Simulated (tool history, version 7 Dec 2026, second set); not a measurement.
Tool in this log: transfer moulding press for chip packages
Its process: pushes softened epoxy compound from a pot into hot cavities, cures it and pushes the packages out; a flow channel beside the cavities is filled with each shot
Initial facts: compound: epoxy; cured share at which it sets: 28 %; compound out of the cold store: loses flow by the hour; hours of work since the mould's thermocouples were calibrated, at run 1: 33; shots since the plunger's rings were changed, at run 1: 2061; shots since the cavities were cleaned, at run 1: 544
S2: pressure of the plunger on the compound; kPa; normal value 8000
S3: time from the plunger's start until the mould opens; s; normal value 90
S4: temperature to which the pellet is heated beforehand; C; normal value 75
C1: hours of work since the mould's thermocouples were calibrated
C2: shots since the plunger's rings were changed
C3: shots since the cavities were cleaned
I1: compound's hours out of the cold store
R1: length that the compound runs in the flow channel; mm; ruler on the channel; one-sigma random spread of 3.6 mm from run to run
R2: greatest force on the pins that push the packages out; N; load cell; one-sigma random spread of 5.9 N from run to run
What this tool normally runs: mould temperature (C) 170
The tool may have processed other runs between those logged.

run 1 hour=0 | mould_temperature_(C)=170 S2=8000 S3=90 S4=75 | C1=33 C2=2061 C3=544 | I1=28.5 | R1=518 R2=345
-- hour=8.6 cavities cleaned with cleaning compound and waxed
run 2 hour=41.7 | mould_temperature_(C)=170 S2=8000 S3=90 S4=75 | C1=63 C2=2695 C3=522 | I1=44.4 | R1=488 R2=348
-- hour=52.9 cavities cleaned with cleaning compound and waxed
-- hour=93.5 plunger's sealing rings changed
-- hour=97.7 cavities cleaned with cleaning compound and waxed
run 3 hour=99.5 | mould_temperature_(C)=170 S2=8000 S3=90 S4=75 | C1=102 C2=70 C3=28 | I1=16.3 | R1=561 R2=241
-- hour=139.5 cavities cleaned with cleaning compound and waxed
run 4 hour=148.4 | mould_temperature_(C)=170 S2=7210 S3=90 S4=75 | C1=138 C2=819 C3=139 | I1=11 | R1=536 R2=273
run 5 hour=177.1 | mould_temperature_(C)=170 S2=7210 S3=90 S4=75 | C1=159 C2=1272 C3=592 | I1=25 | R1=507 R2=369
-- hour=182 cavities cleaned with cleaning compound and waxed
-- hour=223.4 cavities cleaned with cleaning compound and waxed
run 6 hour=233.4 | mould_temperature_(C)=170 S2=7690 S3=90 S4=75 | C1=199 C2=2115 C3=159 | I1=26.1 | R1=518 R2=261
run 7 hour=261.3 | mould_temperature_(C)=177 S2=8000 S3=90 S4=75 | C1=220 C2=2555 C3=599 | I1=32.2 | R1=502 R2=266
-- hour=267.2 cavities cleaned with cleaning compound and waxed
-- hour=308.2 cavities cleaned with cleaning compound and waxed
-- hour=324.1 plunger's sealing rings changed
run 8 hour=325 | mould_temperature_(C)=177 S2=8000 S3=90 S4=68 | C1=263 C2=14 C3=226 | I1=25.3 | R1=528 R2=217
-- hour=354.1 cavities cleaned with cleaning compound and waxed
run 9 hour=369.7 | mould_temperature_(C)=177 S2=8000 S3=90 S4=68 | C1=296 C2=696 C3=247 | I1=18.8 | R1=540 R2=222
-- hour=395.4 cavities cleaned with cleaning compound and waxed
run 10 hour=398.7 | mould_temperature_(C)=172 S2=8000 S3=90 S4=75 | C1=316 C2=1131 C3=52 | I1=44.6 | R1=498 R2=212
run 11 hour=428.5 | mould_temperature_(C)=170 S2=8000 S3=90 S4=75 | C1=339 C2=1601 C3=522 | I1=29.2 | R1=526 R2=329
-- hour=436.1 cavities cleaned with cleaning compound and waxed
run 12 hour=461.1 | mould_temperature_(C)=170 S2=8000 S3=90 S4=75 | C1=362 C2=2093 C3=395 | I1=45.9 | R1=494 R2=329
-- hour=478.5 cavities cleaned with cleaning compound and waxed
run 13 hour=515.9 | mould_temperature_(C)=170 S2=8000 S3=91 S4=75 | C1=402 C2=2934 C3=590 | I1=20.5 | R1=523 R2=353
-- hour=522.8 cavities cleaned with cleaning compound and waxed
-- hour=553 plunger's sealing rings changed
-- hour=567.9 cavities cleaned with cleaning compound and waxed
run 14 hour=579.8 | mould_temperature_(C)=170 S2=8000 S3=91 S4=75 | C1=446 C2=399 C3=188 | I1=10.5 | R1=563 R2=263
-- hour=608.4 cavities cleaned with cleaning compound and waxed
run 15 hour=632.2 | mould_temperature_(C)=170 S2=8000 S3=123 S4=72 | C1=484 C2=1203 C3=375 | I1=12.2 | R1=552 R2=219
-- hour=648.6 cavities cleaned with cleaning compound and waxed
-- hour=690.9 cavities cleaned with cleaning compound and waxed
run 16 hour=690.9 | mould_temperature_(C)=170 S2=6730 S3=123 S4=72 | C1=525 C2=2083 C3=0 | I1=47.3 | R1=448 R2=162
run 17 hour=715.4 | mould_temperature_(C)=169 S2=9910 S3=86 S4=81 | C1=544 C2=2469 C3=386 | I1=23 | R1=581 R2=351
-- hour=731.5 cavities cleaned with cleaning compound and waxed
-- hour=773.6 cavities cleaned with cleaning compound and waxed
run 18 hour=773.7 | mould_temperature_(C)=170 S2=6530 S3=90 S4=67 | C1=585 C2=3344 C3=2 | I1=39.1 | R1=444 R2=214
-- hour=782.1 plunger's sealing rings changed
-- hour=817 cavities cleaned with cleaning compound and waxed
run 19 hour=817 | mould_temperature_(C)=174 S2=8000 S3=90 S4=85 | C1=614 C2=527 C3=0 | I1=27.8 | R1=524 R2=170
run 20 hour=840.9 | mould_temperature_(C)=162 S2=8450 S3=107 S4=70 | C1=632 C2=905 C3=378 | I1=28.8 | R1=555 R2=351
-- hour=859.5 cavities cleaned with cleaning compound and waxed
-- hour=899.4 cavities cleaned with cleaning compound and waxed
run 21 hour=899.4 | mould_temperature_(C)=170 S2=6820 S3=90 S4=70 | C1=674 C2=1782 C3=0 | I1=38.5 | R1=468 R2=219
-- hour=922.2 mould's thermocouples calibrated
run 22 hour=936.7 | mould_temperature_(C)=170 S2=6820 S3=90 S4=70 | C1=11 C2=2339 C3=557 | I1=36.6 | R1=467 R2=372
-- hour=942.7 cavities cleaned with cleaning compound and waxed
run 23 hour=970.5 | mould_temperature_(C)=170 S2=6820 S3=90 S4=70 | C1=35 C2=2850 C3=439 | I1=23.1 | R1=477 R2=341
-- hour=984.3 cavities cleaned with cleaning compound and waxed
-- hour=1013.7 plunger's sealing rings changed
run 24 hour=1018.3 | mould_temperature_(C)=170 S2=8620 S3=90 S4=80 | C1=68 C2=72 C3=497 | I1=23.9 | R1=571 R2=353
-- hour=1027.9 cavities cleaned with cleaning compound and waxed
-- hour=1069.6 cavities cleaned with cleaning compound and waxed
run 25 hour=1075.8 | mould_temperature_(C)=170 S2=8000 S3=114 S4=85 | C1=109 C2=933 C3=97 | I1=33.7 | R1=522 R2=192

Had the tool no unlogged condition, and each run kept its random variation, what would the results have been?
The hidden state here: true mould temperature over the reading, C; pressure that reaches the compound, % of what is set; grip of the stained cavities, % over clean ones'; drift of the gauge itself on flow_mm, %; drift of the gauge itself on push_out_n, %.
run=1 R1=540 R2=214
run=2 R1=517 R2=221
run=3 R1=562 R2=218
run=4 R1=545 R2=222
run=5 R1=520 R2=228
run=6 R1=539 R2=214
run=7 R1=527 R2=162
run=8 R1=529 R2=168
run=9 R1=549 R2=168
run=10 R1=510 R2=198
run=11 R1=543 R2=216
run=12 R1=515 R2=228
run=13 R1=554 R2=225
run=14 R1=570 R2=217
run=15 R1=567 R2=152
run=16 R1=469 R2=160
run=17 R1=612 R2=254
run=18 R1=477 R2=213
run=19 R1=531 R2=173
run=20 R1=567 R2=251
run=21 R1=486 R2=225
run=22 R1=489 R2=225
run=23 R1=505 R2=224
run=24 R1=572 R2=225
run=25 R1=532 R2=168
